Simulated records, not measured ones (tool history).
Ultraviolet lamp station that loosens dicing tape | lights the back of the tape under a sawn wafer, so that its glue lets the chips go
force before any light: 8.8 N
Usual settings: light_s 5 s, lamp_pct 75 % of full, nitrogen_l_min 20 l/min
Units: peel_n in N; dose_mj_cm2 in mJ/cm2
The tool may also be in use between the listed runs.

| run | hour | light_s | lamp_pct | nitrogen_l_min | peel_n | dose_mj_cm2 |
|---|---|---|---|---|---|---|
| 1 | 0 | 5 | 75 | 20 | 0.809 | 227 |
| 2 | 34.1 | 5 | 75 | 20 | 0.849 | 219 |
| 3 | 106.9 | 5 | 75 | 20 | 0.818 | 230 |
| 4 | 141.8 | 5 | 75 | 20 | 0.84 | 226 |
| 5 | 186.9 | 5 | 75 | 20 | 0.832 | 227 |
| 6 | 252 | 5 | 75 | 20 | 0.833 | 224 |
| 7 | 292.2 | 5 | 88 | 20 | 0.582 | 266 |
| 8 | 341.3 | 5 | 88 | 20 | 0.578 | 267 |
| 9 | 385.3 | 5 | 95 | 20 | 0.516 | 288 |
| 10 | 417.8 | 5 | 75 | 9 | 1.592 | 223 |
| 11 | 490.7 | 5 | 75 | 9 | 1.604 | 224 |
| 12 | 523.3 | 2 | 75 | 20 | 3.302 | 88 |
| 13 | 590.5 | 5 | 75 | 20 | 0.87 | 228 |
| 14 | 626.5 | 5 | 75 | 20 | 0.879 | 226 |
| 15 | 701.8 | 6 | 75 | 20 | 0.572 | 269 |
| 16 | 741.7 | 6 | 75 | 20 | 0.57 | 272 |
| 17 | 816.6 | 6 | 75 | 20 | 0.581 | 266 |
| 18 | 874 | 6 | 75 | 20 | 0.578 | 272 |
| 19 | 905.2 | 4 | 72 | 29 | 1.096 | 174 |
| 20 | 945.1 | 5 | 71 | 20 | 0.955 | 216 |
| 21 | 1000.9 | 8 | 94 | 21 | 0.204 | 441 |
| 22 | 1073.1 | 8 | 94 | 21 | 0.197 | 441 |
| 23 | 1113.4 | 8 | 94 | 14 | 0.263 | 450 |
| 24 | 1151.3 | 8 | 94 | 14 | 0.258 | 447 |
| 25 | 1209.4 | 2 | 63 | 17 | 4.073 | 74 |
| 26 | 1258.3 | 3 | 80 | 10 | 2.741 | 144 |
| 27 | 1330.2 | 7 | 80 | 22 | 0.319 | 332 |
| 28 | 1376.4 | 5 | 89 | 31 | 0.411 | 268 |
| 29 | 1418.2 | 7 | 75 | 20 | 0.41 | 312 |
| 30 | 1482.2 | 7 | 75 | 20 | 0.414 | 315 |
| 31 | 1555 | 5 | 83 | 20 | 0.697 | 249 |
| 32 | 1628.7 | 5 | 83 | 20 | 0.698 | 252 |
| 33 | 1662.5 | 4 | 73 | 20 | 1.378 | 176 |
| 34 | 1719 | 2 | 74 | 20 | 3.448 | 91 |
| 35 | 1782.5 | 3 | 63 | 20 | 2.611 | 115 |

Taken out of this log: 3 entries between the listed runs. Where each belongs, and how the hidden state differs across it:
Between runs 2 and 3: window cleaned of glue's vapour (hour 82.4)
  light that the window lets through, % of a clean one's: 99.9 -> 100
Between runs 15 and 16: window cleaned of glue's vapour (hour 735.9)
  light that the window lets through, % of a clean one's: 99.9 -> 100
Between runs 28 and 29: window cleaned of glue's vapour (hour 1390.6)
  light that the window lets through, % of a clean one's: 99.9 -> 100
